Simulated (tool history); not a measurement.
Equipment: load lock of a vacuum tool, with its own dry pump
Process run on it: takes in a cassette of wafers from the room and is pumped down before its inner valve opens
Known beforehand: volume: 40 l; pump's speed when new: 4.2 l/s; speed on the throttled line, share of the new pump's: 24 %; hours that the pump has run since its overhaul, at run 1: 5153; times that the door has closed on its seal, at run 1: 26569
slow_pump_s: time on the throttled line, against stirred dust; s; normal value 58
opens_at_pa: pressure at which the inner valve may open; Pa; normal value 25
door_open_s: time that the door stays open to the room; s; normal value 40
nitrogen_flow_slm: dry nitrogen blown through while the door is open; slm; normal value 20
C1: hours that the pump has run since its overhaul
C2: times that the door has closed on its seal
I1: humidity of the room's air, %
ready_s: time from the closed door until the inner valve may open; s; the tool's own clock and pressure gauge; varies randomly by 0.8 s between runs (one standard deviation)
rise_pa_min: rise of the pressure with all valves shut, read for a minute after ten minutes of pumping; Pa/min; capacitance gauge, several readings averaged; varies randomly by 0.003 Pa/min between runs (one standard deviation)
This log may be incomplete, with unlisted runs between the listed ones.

run 1 hour=0.0 | slow_pump_s=58 opens_at_pa=25 door_open_s=40 nitrogen_flow_slm=20 | C1=5153 C2=26569 | I1=45.5 | ready_s=125.4 rise_pa_min=0.080
run 2 hour=146.1 | slow_pump_s=58 opens_at_pa=25 door_open_s=40 nitrogen_flow_slm=20 | C1=5299 C2=27258 | I1=44.5 | ready_s=125.4 rise_pa_min=0.081
run 3 hour=274.8 | slow_pump_s=58 opens_at_pa=25 door_open_s=40 nitrogen_flow_slm=20 | C1=5427 C2=27866 | I1=45.5 | ready_s=125.7 rise_pa_min=0.089
run 4 hour=351.3 | slow_pump_s=58 opens_at_pa=25 door_open_s=129 nitrogen_flow_slm=20 | C1=5504 C2=28227 | I1=46.2 | ready_s=125.2 rise_pa_min=0.105
run 5 hour=495.8 | slow_pump_s=58 opens_at_pa=41 door_open_s=40 nitrogen_flow_slm=20 | C1=5648 C2=28908 | I1=46.1 | ready_s=120.9 rise_pa_min=0.090
run 6 hour=651.6 | slow_pump_s=58 opens_at_pa=41 door_open_s=40 nitrogen_flow_slm=20 | C1=5804 C2=29644 | I1=43.8 | ready_s=120.6 rise_pa_min=0.095
run 7 hour=787.1 | slow_pump_s=82 opens_at_pa=41 door_open_s=40 nitrogen_flow_slm=20 | C1=5940 C2=30283 | I1=43.7 | ready_s=139.1 rise_pa_min=0.099
run 8 hour=936.2 | slow_pump_s=58 opens_at_pa=25 door_open_s=40 nitrogen_flow_slm=20 | C1=6089 C2=30986 | I1=46.5 | ready_s=125.7 rise_pa_min=0.102
run 9 hour=1089.7 | slow_pump_s=58 opens_at_pa=25 door_open_s=40 nitrogen_flow_slm=20 | C1=6242 C2=31711 | I1=47.4 | ready_s=125.2 rise_pa_min=0.104
run 10 hour=1247.1 | slow_pump_s=58 opens_at_pa=25 door_open_s=40 nitrogen_flow_slm=20 | C1=6400 C2=32453 | I1=44.0 | ready_s=125.0 rise_pa_min=0.107
run 11 hour=1388.6 | slow_pump_s=58 opens_at_pa=25 door_open_s=40 nitrogen_flow_slm=20 | C1=6541 C2=33121 | I1=47.0 | ready_s=126.4 rise_pa_min=0.114
run 12 hour=1555.4 | slow_pump_s=58 opens_at_pa=25 door_open_s=40 nitrogen_flow_slm=20 | C1=6708 C2=33908 | I1=45.2 | ready_s=126.9 rise_pa_min=0.115
run 13 hour=1709.8 | slow_pump_s=58 opens_at_pa=25 door_open_s=40 nitrogen_flow_slm=20 | C1=6862 C2=34637 | I1=48.0 | ready_s=127.1 rise_pa_min=0.117
run 14 hour=1864.6 | slow_pump_s=58 opens_at_pa=25 door_open_s=40 nitrogen_flow_slm=20 | C1=7017 C2=35367 | I1=45.7 | ready_s=127.0 rise_pa_min=0.121
run 15 hour=2006.8 | slow_pump_s=58 opens_at_pa=25 door_open_s=40 nitrogen_flow_slm=20 | C1=7159 C2=36038 | I1=44.6 | ready_s=127.2 rise_pa_min=0.123
run 16 hour=2163.1 | slow_pump_s=115 opens_at_pa=25 door_open_s=161 nitrogen_flow_slm=24 | C1=7316 C2=36775 | I1=44.4 | ready_s=170.3 rise_pa_min=0.140
run 17 hour=2319.1 | slow_pump_s=54 opens_at_pa=33 door_open_s=40 nitrogen_flow_slm=20 | C1=7472 C2=37511 | I1=45.3 | ready_s=121.5 rise_pa_min=0.119
run 18 hour=2459.5 | slow_pump_s=103 opens_at_pa=42 door_open_s=40 nitrogen_flow_slm=7 | C1=7612 C2=38174 | I1=46.3 | ready_s=155.2 rise_pa_min=0.136
run 19 hour=2634.0 | slow_pump_s=58 opens_at_pa=32 door_open_s=29 nitrogen_flow_slm=8 | C1=7787 C2=38997 | I1=45.1 | ready_s=125.0 rise_pa_min=0.135
run 20 hour=2719.2 | slow_pump_s=58 opens_at_pa=32 door_open_s=29 nitrogen_flow_slm=8 | C1=7872 C2=39399 | I1=45.0 | ready_s=126.1 rise_pa_min=0.139
run 21 hour=2803.5 | slow_pump_s=58 opens_at_pa=32 door_open_s=29 nitrogen_flow_slm=8 | C1=7956 C2=39797 | I1=43.2 | ready_s=126.1 rise_pa_min=0.133
run 22 hour=2905.3 | slow_pump_s=58 opens_at_pa=25 door_open_s=174 nitrogen_flow_slm=36 | C1=8058 C2=40277 | I1=44.8 | ready_s=126.0 rise_pa_min=0.153
run 23 hour=3043.2 | slow_pump_s=41 opens_at_pa=21 door_open_s=106 nitrogen_flow_slm=22 | C1=8196 C2=40928 | I1=46.7 | ready_s=117.0 rise_pa_min=0.158
run 24 hour=3182.1 | slow_pump_s=41 opens_at_pa=21 door_open_s=106 nitrogen_flow_slm=22 | C1=8335 C2=41583 | I1=47.7 | ready_s=117.4 rise_pa_min=0.159
run 25 hour=3322.5 | slow_pump_s=88 opens_at_pa=22 door_open_s=59 nitrogen_flow_slm=42 | C1=8475 C2=42245 | I1=48.3 | ready_s=152.7 rise_pa_min=0.147
run 26 hour=3411.3 | slow_pump_s=58 opens_at_pa=25 door_open_s=40 nitrogen_flow_slm=27 | C1=8564 C2=42665 | I1=46.3 | ready_s=127.3 rise_pa_min=0.145
run 27 hour=3580.2 | slow_pump_s=58 opens_at_pa=25 door_open_s=40 nitrogen_flow_slm=27 | C1=8733 C2=43461 | I1=44.7 | ready_s=128.8 rise_pa_min=0.158
run 28 hour=3756.6 | slow_pump_s=101 opens_at_pa=36 door_open_s=53 nitrogen_flow_slm=20 | C1=8909 C2=44294 | I1=44.0 | ready_s=155.2 rise_pa_min=0.159

Consider 5 possible next runs. They are alternatives, not a sequence: every one starts from the tool as it was left by run 28. What does each give?
run A hour=3926.2 | slow_pump_s=38 opens_at_pa=47 door_open_s=53 nitrogen_flow_slm=20 | C1=9079 C2=45094 | I1=46.6 | ready_s=? rise_pa_min=?
run B hour=3926.2 | slow_pump_s=58 opens_at_pa=25 door_open_s=173 nitrogen_flow_slm=10 | C1=9079 C2=45094 | I1=44.3 | ready_s=? rise_pa_min=?
run C hour=3926.2 | slow_pump_s=68 opens_at_pa=19 door_open_s=40 nitrogen_flow_slm=20 | C1=9079 C2=45094 | I1=44.8 | ready_s=? rise_pa_min=?
run D hour=3926.2 | slow_pump_s=58 opens_at_pa=25 door_open_s=81 nitrogen_flow_slm=25 | C1=9079 C2=45094 | I1=42.3 | ready_s=? rise_pa_min=?
run E hour=3926.2 | slow_pump_s=58 opens_at_pa=25 door_open_s=87 nitrogen_flow_slm=7 | C1=9079 C2=45094 | I1=43.2 | ready_s=? rise_pa_min=?

run=A ready_s=108.6 rise_pa_min=0.159
run=B ready_s=129.3 rise_pa_min=0.200
run=C ready_s=137.8 rise_pa_min=0.155
run=D ready_s=128.3 rise_pa_min=0.166
run=E ready_s=129.3 rise_pa_min=0.180
With the hidden condition removed and each run's random variation left untouched, the same runs would have given:
run=A ready_s=102.9 rise_pa_min=0.013
run=B ready_s=123.3 rise_pa_min=0.055
run=C ready_s=132.1 rise_pa_min=0.010
run=D ready_s=122.4 rise_pa_min=0.021
run=E ready_s=123.3 rise_pa_min=0.033

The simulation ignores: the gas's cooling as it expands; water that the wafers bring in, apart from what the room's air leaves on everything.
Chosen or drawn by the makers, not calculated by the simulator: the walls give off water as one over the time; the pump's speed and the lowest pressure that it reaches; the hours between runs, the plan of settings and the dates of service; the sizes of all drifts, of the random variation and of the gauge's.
